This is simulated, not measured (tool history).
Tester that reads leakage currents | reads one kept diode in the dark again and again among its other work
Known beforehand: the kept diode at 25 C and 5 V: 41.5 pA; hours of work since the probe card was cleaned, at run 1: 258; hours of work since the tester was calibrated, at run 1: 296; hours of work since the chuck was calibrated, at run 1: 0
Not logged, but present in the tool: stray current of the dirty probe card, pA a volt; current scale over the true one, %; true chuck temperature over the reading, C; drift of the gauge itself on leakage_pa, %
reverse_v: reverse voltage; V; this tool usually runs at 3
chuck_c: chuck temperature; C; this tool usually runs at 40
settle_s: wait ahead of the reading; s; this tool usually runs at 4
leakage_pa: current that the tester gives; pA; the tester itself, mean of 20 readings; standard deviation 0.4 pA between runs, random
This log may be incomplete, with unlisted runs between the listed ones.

run,day,reverse_v,chuck_c,settle_s,hours of work since the probe card was cleaned,hours of work since the tester was calibrated,hours of work since the chuck was calibrated,leakage_pa
1,0,3,40,4,258,296,0,130.36
2,1.054,4.23,40,4,273,310,14,155.23
3,3.171,4.23,40,4,301,339,43,155.94
4,5.088,3,40,1.57,327,365,69,134.26
5,7.125,3,40,1.57,355,392,97,135.76
6,8.996,3,40,1.57,380,418,122,136
7,11.446,3,33,1.57,413,451,155,73.36
8,12.783,3,31,1.57,431,469,173,61.48
9,14.208,3,31,6.9,451,488,193,61.12
10,16.075,3,31,6.9,476,514,218,62.06
11,17.792,3,31,6.9,499,537,241,62.12
12,19.904,3,43,6.9,528,565,270,182.82
13,21.642,3,43,6.9,551,589,293,184.04
14,23.558,3,43,6.9,577,615,319,185.4
15,25.95,3,40,4,610,647,352,144.54
16,27.117,3,40,4,626,663,367,144.78
17,28.346,3,40,4,642,680,384,145.91
18,30.117,3,40,4,666,704,408,146.08
19,31.521,3,40,4,685,723,427,147.31
20,33.596,3,40,4,713,751,455,147.99
21,35.567,3,40,4,740,778,482,148.69
22,37.329,1.58,39,0.33,764,801,506,103.45
23,39.388,14.95,21,4.55,792,829,534,56.83
24,40.708,5.67,34,0.48,810,847,552,122.1
25,42.067,5.67,52,1.46,828,866,570,563.01
26,43.533,1.84,25,0.52,848,885,590,31.94
27,45.292,14.69,55,7.44,872,909,614,1123.12
# day 45.846: chuck's temperature calibrated
28,47.138,14.69,55,7.44,896,933,18,954.59
29,49.054,3.38,29,0.36,922,959,43,53.2
30,50.708,3.81,44,4.71,944,982,66,207.17
31,51.725,3.81,44,4.71,958,995,80,208.28
32,53.817,19.19,40,4,986,1024,108,313.8
33,55.138,8.26,23,6.82,1004,1042,126,45.04
34,56.567,15.9,40,9.87,1023,1061,145,291.42

What will run 35 give?
35,58.683,16.44,40,1.01,1052,1090,174,?

Run 35 gave leakage_pa 300.47 pA.
Minus the tool's unlogged condition, the same run would have read leakage_pa 293.24 pA.

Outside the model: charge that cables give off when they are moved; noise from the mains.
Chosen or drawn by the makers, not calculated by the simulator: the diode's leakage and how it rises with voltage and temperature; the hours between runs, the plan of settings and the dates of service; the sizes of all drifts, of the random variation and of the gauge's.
